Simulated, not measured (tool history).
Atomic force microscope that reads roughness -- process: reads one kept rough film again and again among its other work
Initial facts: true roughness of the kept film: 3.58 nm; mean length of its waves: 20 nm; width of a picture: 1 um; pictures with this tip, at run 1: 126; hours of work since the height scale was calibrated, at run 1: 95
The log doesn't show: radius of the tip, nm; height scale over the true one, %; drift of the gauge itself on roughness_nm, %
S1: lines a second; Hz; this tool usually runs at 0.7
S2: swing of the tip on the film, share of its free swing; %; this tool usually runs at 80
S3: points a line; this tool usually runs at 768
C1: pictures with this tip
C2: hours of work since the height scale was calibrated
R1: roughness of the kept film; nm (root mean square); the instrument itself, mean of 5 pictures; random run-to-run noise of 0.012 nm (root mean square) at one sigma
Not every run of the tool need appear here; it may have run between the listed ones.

Run 1, day 0: usual settings; C1 126; C2 95. Result: R1 2.417 nm (root mean square).
Run 2, day 0.4: usual settings; C1 136; C2 100. Result: R1 2.421 nm (root mean square).
Run 3, day 0.833: usual settings but S3 667; C1 146; C2 106. Result: R1 2.374 nm (root mean square).
Run 4, day 1.042: usual settings; C1 151; C2 109. Result: R1 2.368 nm (root mean square).
Run 5, day 1.367: usual settings; C1 159; C2 113. Result: R1 2.375 nm (root mean square).
Run 6, day 1.717: usual settings; C1 168; C2 118. Result: R1 2.347 nm (root mean square).
Run 7, day 2.096: usual settings; C1 177; C2 123. Result: R1 2.348 nm (root mean square).
Run 8, day 2.317: usual settings; C1 182; C2 126. Result: R1 2.328 nm (root mean square).
Run 9, day 2.646: usual settings; C1 190; C2 131. Result: R1 2.298 nm (root mean square).
Run 10, day 2.938: usual settings; C1 197; C2 134. Result: R1 2.3 nm (root mean square).
Run 11, day 3.338: usual settings but S2 74 %; C1 207; C2 140. Result: R1 2.287 nm (root mean square).
At day 3.421: new tip fitted.
Run 12, day 3.775: usual settings but S1 0.816 Hz; C1 8; C2 145. Result: R1 2.736 nm (root mean square).
Run 13, day 4: usual settings but S3 615; C1 14; C2 148. Result: R1 2.734 nm (root mean square).
Run 14, day 4.408: usual settings but S3 615; C1 24; C2 154. Result: R1 2.684 nm (root mean square).
Run 15, day 4.825: usual settings but S3 615; C1 34; C2 159. Result: R1 2.667 nm (root mean square).
Run 16, day 5.108: usual settings but S3 615; C1 41; C2 163. Result: R1 2.64 nm (root mean square).
Run 17, day 5.408: usual settings but S3 615; C1 48; C2 167. Result: R1 2.637 nm (root mean square).
At day 5.488: height scale calibrated on a step standard.
Run 18, day 5.746: usual settings but S3 615; C1 55; C2 3. Result: R1 2.642 nm (root mean square).
Run 19, day 5.971: usual settings but S2 67 %; C1 61; C2 7. Result: R1 2.668 nm (root mean square).
Run 20, day 6.379: usual settings but S2 67 %; C1 71; C2 12. Result: R1 2.633 nm (root mean square).
Run 21, day 6.558: usual settings but S1 0.976 Hz; C1 75; C2 14. Result: R1 2.545 nm (root mean square).
Run 22, day 6.775: usual settings; C1 80; C2 17. Result: R1 2.548 nm (root mean square).
Run 23, day 7.104: usual settings but S2 76 %; C1 88; C2 22. Result: R1 2.552 nm (root mean square).
At day 7.325: height scale calibrated on a step standard, once more.
Run 24, day 7.488: usual settings but S2 76 %; C1 97; C2 2. Result: R1 2.543 nm (root mean square).
Run 25, day 7.671: usual settings but S1 0.614 Hz, S2 69 %, S3 732; C1 101; C2 5. Result: R1 2.58 nm (root mean square).
Run 26, day 8.004: usual settings but S1 0.878 Hz, S2 68 %, S3 345; C1 109; C2 9. Result: R1 2.49 nm (root mean square).
Run 27, day 8.279: usual settings but S1 1.888 Hz, S2 85 %, S3 319; C1 116; C2 13. Result: R1 2.272 nm (root mean square).
Run 28, day 8.567: usual settings but S1 2.169 Hz, S3 734; C1 123; C2 17. Result: R1 2.31 nm (root mean square).
Run 29, day 8.908: usual settings but S1 2.169 Hz, S3 734; C1 131; C2 21. Result: R1 2.307 nm (root mean square).
Run 30, day 9.162: usual settings but S1 2.782 Hz, S2 83 %, S3 512; C1 137; C2 25. Result: R1 2.172 nm (root mean square).
Run 31, day 9.35: usual settings but S2 60 %, S3 987; C1 142; C2 27. Result: R1 2.495 nm (root mean square).
Run 32, day 9.562: usual settings but S1 2.581 Hz, S3 397; C1 147; C2 30. Result: R1 2.221 nm (root mean square).
Run 33, day 9.912: usual settings but S1 1.01 Hz, S2 69 %, S3 852; C1 155; C2 35. Result: R1 2.435 nm (root mean square).
Run 34, day 10.167: usual settings but S1 1.515 Hz, S2 78 %, S3 290; C1 162; C2 38. Result: R1 2.278 nm (root mean square).
Run 35, day 10.529: usual settings but S1 1.515 Hz, S2 78 %, S3 310; C1 171; C2 43. Result: R1 2.268 nm (root mean square).
Run 36, day 10.788: usual settings but S1 1.515 Hz, S2 78 %, S3 310; C1 177; C2 46. Result: R1 2.253 nm (root mean square).
Run 37, day 11.175: usual settings but S2 62 %, S3 585; C1 186; C2 52. Result: R1 2.398 nm (root mean square).
Run 38, day 11.483: usual settings but S1 2.946 Hz, S2 78 %, S3 520; C1 194; C2 56. Result: R1 2.142 nm (root mean square).
Run 39, day 11.846: usual settings but S1 2.946 Hz, S2 78 %, S3 520; C1 203; C2 61. Result: R1 2.129 nm (root mean square).
At day 12.117: new tip fitted.
Run 40, day 12.117: usual settings but S1 0.689 Hz, S2 88 %, S3 717; C1 0; C2 64. Result: R1 2.698 nm (root mean square).
Run 41, day 12.488: usual settings but S1 0.689 Hz, S2 88 %, S3 717; C1 9; C2 69. Result: R1 2.667 nm (root mean square).
Run 42, day 12.875: usual settings but S1 0.875 Hz, S2 73 %, S3 879; C1 18; C2 74. Result: R1 2.72 nm (root mean square).
Run 43, day 13.142: usual settings but S1 0.875 Hz, S2 73 %, S3 879; C1 25; C2 78. Result: R1 2.683 nm (root mean square).
Run 44, day 13.412: usual settings but S2 75 %; C1 31; C2 81. Result: R1 2.683 nm (root mean square).
Run 45, day 13.633: usual settings but S2 75 %; C1 37; C2 84. Result: R1 2.659 nm (root mean square).

Branching from run 45: 3 alternative next runs. What would each branch give?
Run A, day 13.917: usual settings but S2 87 %; C1 43; C2 88. Result: R1 ?.
Run B, day 13.917: usual settings but S2 65 %, S3 488; C1 43; C2 88. Result: R1 ?.
Run C, day 13.917: usual settings but S1 3.618 Hz, S2 74 %, S3 515; C1 43; C2 88. Result: R1 ?.

run     R1
  A  2.591
  B  2.687
  C  2.406
What these runs would have given with no unlogged condition in the tool:
run     R1
  A  2.723
  B  2.823
  C  2.528
